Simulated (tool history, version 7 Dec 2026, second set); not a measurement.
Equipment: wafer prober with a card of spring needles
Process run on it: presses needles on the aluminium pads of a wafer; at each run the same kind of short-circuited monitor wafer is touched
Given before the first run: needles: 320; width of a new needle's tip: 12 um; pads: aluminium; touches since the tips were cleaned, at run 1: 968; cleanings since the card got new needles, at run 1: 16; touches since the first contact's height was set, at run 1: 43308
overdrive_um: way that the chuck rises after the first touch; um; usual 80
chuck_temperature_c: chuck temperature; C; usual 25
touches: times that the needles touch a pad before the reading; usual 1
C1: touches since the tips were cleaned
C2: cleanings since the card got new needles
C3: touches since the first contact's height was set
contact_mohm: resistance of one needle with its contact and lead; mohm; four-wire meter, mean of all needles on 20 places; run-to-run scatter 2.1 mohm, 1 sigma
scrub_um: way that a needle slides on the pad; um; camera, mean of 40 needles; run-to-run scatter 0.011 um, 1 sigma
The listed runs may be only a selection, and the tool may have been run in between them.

Run 1, hour 0: usual settings; C1 968; C2 16; C3 43308. Result: contact_mohm 233 mohm, scrub_um 10.25 um.
Run 2, hour 4.1: usual settings but chuck_temperature_c 124 C; C1 2770; C2 16; C3 45110. Result: contact_mohm 254 mohm, scrub_um 10.27 um.
Run 3, hour 8.1: usual settings but overdrive_um 88 um; C1 4548; C2 16; C3 46888. Result: contact_mohm 229 mohm, scrub_um 11.31 um.
At hour 12.1: tips cleaned on abrasive film.
Run 4, hour 16.3: usual settings but overdrive_um 88 um; C1 1846; C2 17; C3 50481. Result: contact_mohm 231 mohm, scrub_um 11.27 um.
Run 5, hour 22.6: usual settings but overdrive_um 88 um; C1 4638; C2 17; C3 53273. Result: contact_mohm 229 mohm, scrub_um 11.3 um.
At hour 26.1: tips cleaned on abrasive film.
Run 6, hour 29.4: usual settings but overdrive_um 88 um; C1 1475; C2 18; C3 56246. Result: contact_mohm 234 mohm, scrub_um 11.28 um.
Run 7, hour 38.6: usual settings; C1 5536; C2 18; C3 60307. Result: contact_mohm 235 mohm, scrub_um 10.27 um.
At hour 39.9: tips cleaned on abrasive film.
Run 8, hour 42.9: usual settings; C1 1346; C2 19; C3 62177. Result: contact_mohm 232 mohm, scrub_um 10.26 um.
Run 9, hour 49.6: usual settings but chuck_temperature_c 44 C; C1 4287; C2 19; C3 65118. Result: contact_mohm 235 mohm, scrub_um 10.26 um.
At hour 53.8: tips cleaned on abrasive film.
Run 10, hour 54: usual settings but overdrive_um 66 um, chuck_temperature_c 123 C; C1 90; C2 20; C3 67054. Result: contact_mohm 259 mohm, scrub_um 8.49 um.
At hour 61.6: height of the first contact set anew.
Run 11, hour 62.2: usual settings but chuck_temperature_c 71 C, touches 2; C1 3556; C2 20; C3 272. Result: contact_mohm 248 mohm, scrub_um 10.27 um.
Run 12, hour 67.7: usual settings but overdrive_um 68 um, chuck_temperature_c 71 C, touches 2; C1 6018; C2 20; C3 2734. Result: contact_mohm 247 mohm, scrub_um 8.71 um.
At hour 68.6: tips cleaned on abrasive film.
Run 13, hour 73.2: usual settings but overdrive_um 100 um, touches 2; C1 2013; C2 21; C3 5096. Result: contact_mohm 231 mohm, scrub_um 12.82 um.
Run 14, hour 81.8: usual settings but overdrive_um 100 um, chuck_temperature_c 55 C, touches 2; C1 5844; C2 21; C3 8927. Result: contact_mohm 237 mohm, scrub_um 12.81 um.
At hour 82.6: tips cleaned on abrasive film.
Run 15, hour 86.2: usual settings but overdrive_um 100 um, chuck_temperature_c 55 C, touches 2; C1 1574; C2 22; C3 10806. Result: contact_mohm 236 mohm, scrub_um 12.82 um.
Run 16, hour 90.5: usual settings but overdrive_um 100 um, chuck_temperature_c 55 C, touches 2; C1 3470; C2 22; C3 12702. Result: contact_mohm 235 mohm, scrub_um 12.83 um.
Run 17, hour 94.5: usual settings but chuck_temperature_c 26 C; C1 5261; C2 22; C3 14493. Result: contact_mohm 231 mohm, scrub_um 10.28 um.

Each row is a separate what-if for the run after 17, all from the same tool condition, not one after another. Results?
At hour 96.6: tips cleaned on abrasive film.
Run A, hour 98.4: usual settings but overdrive_um 74 um, chuck_temperature_c 69 C; C1 816; C2 23; C3 16179. Result: contact_mohm ?, scrub_um ?.
At hour 96.6: tips cleaned on abrasive film.
Run B, hour 98.4: usual settings but chuck_temperature_c 56 C; C1 816; C2 23; C3 16179. Result: contact_mohm ?, scrub_um ?.
At hour 96.6: tips cleaned on abrasive film.
Run C, hour 98.4: usual settings but overdrive_um 78 um; C1 816; C2 23; C3 16179. Result: contact_mohm ?, scrub_um ?.
At hour 96.6: tips cleaned on abrasive film.
Run D, hour 98.4: usual settings but chuck_temperature_c 43 C; C1 816; C2 23; C3 16179. Result: contact_mohm ?, scrub_um ?.
At hour 96.6: tips cleaned on abrasive film.
Run E, hour 98.4: usual settings but overdrive_um 100 um; C1 816; C2 23; C3 16179. Result: contact_mohm ?, scrub_um ?.

run  contact_mohm  scrub_um
  A           246      9.49
  B           242     10.25
  C           231        10
  D           238     10.24
  E           231     12.84
Stripped of hidden state, with their random variation kept, the same runs would have yielded:
run  contact_mohm  scrub_um
  A           245      9.49
  B           241     10.25
  C           231        10
  D           238     10.24
  E           231     12.84
